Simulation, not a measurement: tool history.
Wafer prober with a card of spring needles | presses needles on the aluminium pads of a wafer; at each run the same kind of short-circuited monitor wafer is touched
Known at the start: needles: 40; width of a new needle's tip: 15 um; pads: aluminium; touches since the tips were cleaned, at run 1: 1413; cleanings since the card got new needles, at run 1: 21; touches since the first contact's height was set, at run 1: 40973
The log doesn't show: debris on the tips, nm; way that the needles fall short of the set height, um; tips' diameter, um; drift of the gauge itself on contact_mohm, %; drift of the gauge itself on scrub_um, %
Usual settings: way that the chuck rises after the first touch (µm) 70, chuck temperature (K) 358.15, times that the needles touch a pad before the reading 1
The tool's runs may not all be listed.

| run | hour | way that the chuck rises after the first touch (µm) | chuck temperature (K) | times that the needles touch a pad before the reading | touches since the tips were cleaned | cleanings since the card got new needles | touches since the first contact's height was set | resistance of one needle with its contact and lead (mohm) | way that a needle slides on the pad (µm) |
|---|---|---|---|---|---|---|---|---|---|
| 1 | 0 | 70 | 358.15 | 1 | 1413 | 21 | 40973 | 208 | 10.27 |
|  | 0.9 | tips cleaned on abrasive film |
|  | 4.9 | tips cleaned on abrasive film |
|  | 9 | tips cleaned on abrasive film |
| 2 | 11.1 | 70 | 358.15 | 1 | 1062 | 24 | 46581 | 208 | 10.26 |
|  | 12.8 | tips cleaned on abrasive film |
|  | 16.2 | tips cleaned on abrasive film |
|  | 19.9 | tips cleaned on abrasive film |
|  | 23.7 | tips cleaned on abrasive film |
| 3 | 23.7 | 69 | 358.15 | 1 | 0 | 28 | 52953 | 199 | 10.23 |
|  | 27.8 | tips cleaned on abrasive film |
|  | 31.2 | tips cleaned on abrasive film |
| 4 | 33 | 69 | 358.15 | 1 | 926 | 30 | 57644 | 207 | 9.98 |
|  | 34.7 | tips cleaned on abrasive film |
|  | 38.1 | tips cleaned on abrasive film |
|  | 42.3 | tips cleaned on abrasive film |
| 5 | 42.7 | 70 | 322.15 | 1 | 180 | 33 | 62542 | 195 | 10.15 |
|  | 46.1 | tips cleaned on abrasive film |
|  | 50 | tips cleaned on abrasive film |
|  | 53.4 | tips cleaned on abrasive film |
| 6 | 54.7 | 70 | 322.15 | 1 | 713 | 36 | 68664 | 196 | 10.27 |
|  | 57.1 | tips cleaned on abrasive film |
|  | 61 | tips cleaned on abrasive film |
|  | 65.1 | tips cleaned on abrasive film |
| 7 | 68.2 | 70 | 358.15 | 1 | 1612 | 39 | 75508 | 209 | 10.08 |
|  | 69.2 | tips cleaned on abrasive film |
|  | 72.6 | tips cleaned on abrasive film |
|  | 76.7 | tips cleaned on abrasive film |
| 8 | 77.4 | 70 | 358.15 | 1 | 331 | 42 | 80126 | 202 | 10.03 |
|  | 80.7 | tips cleaned on abrasive film |
|  | 84.8 | tips cleaned on abrasive film |
| 9 | 87.7 | 70 | 358.15 | 2 | 1494 | 44 | 85377 | 202 | 9.97 |
|  | 88.6 | tips cleaned on abrasive film |
|  | 92.6 | tips cleaned on abrasive film |
|  | 96.6 | tips cleaned on abrasive film |
|  | 100.3 | tips cleaned on abrasive film |
| 10 | 100.3 | 70 | 358.15 | 2 | 0 | 48 | 91759 | 197 | 9.92 |
|  | 104.3 | tips cleaned on abrasive film |
|  | 108.5 | tips cleaned on abrasive film |
|  | 112.6 | tips cleaned on abrasive film |
| 11 | 114.2 | 70 | 358.15 | 2 | 813 | 51 | 98788 | 204 | 9.73 |
|  | 116.5 | tips cleaned on abrasive film |
|  | 119.9 | tips cleaned on abrasive film |
| 12 | 121.3 | 70 | 336.15 | 2 | 712 | 53 | 102378 | 198 | 9.56 |
|  | 123.6 | tips cleaned on abrasive film |
|  | 127.7 | tips cleaned on abrasive film |
| 13 | 128.1 | 75 | 336.15 | 2 | 176 | 55 | 105816 | 196 | 10.67 |
|  | 131.5 | tips cleaned on abrasive film |
|  | 135.3 | tips cleaned on abrasive film |
|  | 138.8 | tips cleaned on abrasive film |
| 14 | 138.8 | 58 | 358.15 | 1 | 0 | 58 | 111216 | 206 | 8.09 |
|  | 142.2 | tips cleaned on abrasive film |
|  | 146.3 | tips cleaned on abrasive film |
|  | 150.3 | tips cleaned on abrasive film |
| 15 | 151.8 | 88 | 358.15 | 1 | 797 | 61 | 117848 | 200 | 12.42 |
|  | 154.4 | tips cleaned on abrasive film |
|  | 157.9 | tips cleaned on abrasive film |
|  | 162 | tips cleaned on abrasive film |
| 16 | 162 | 88 | 358.15 | 1 | 0 | 64 | 122993 | 195 | 12.67 |

Forecast run 17:
|  | 165.9 | tips cleaned on abrasive film |
|  | 170 | tips cleaned on abrasive film |
|  | 173.8 | tips cleaned on abrasive film |
| 17 | 174.1 | 88 | 398.15 | 2 | 116 | 67 | 129118 | ? | ? |

resistance of one needle with its contact and lead (mohm): 208
way that a needle slides on the pad (µm): 12.36
Without the tool's hidden state the same run would have given resistance of one needle with its contact and lead (mohm) 205, way that a needle slides on the pad (µm) 13.41.
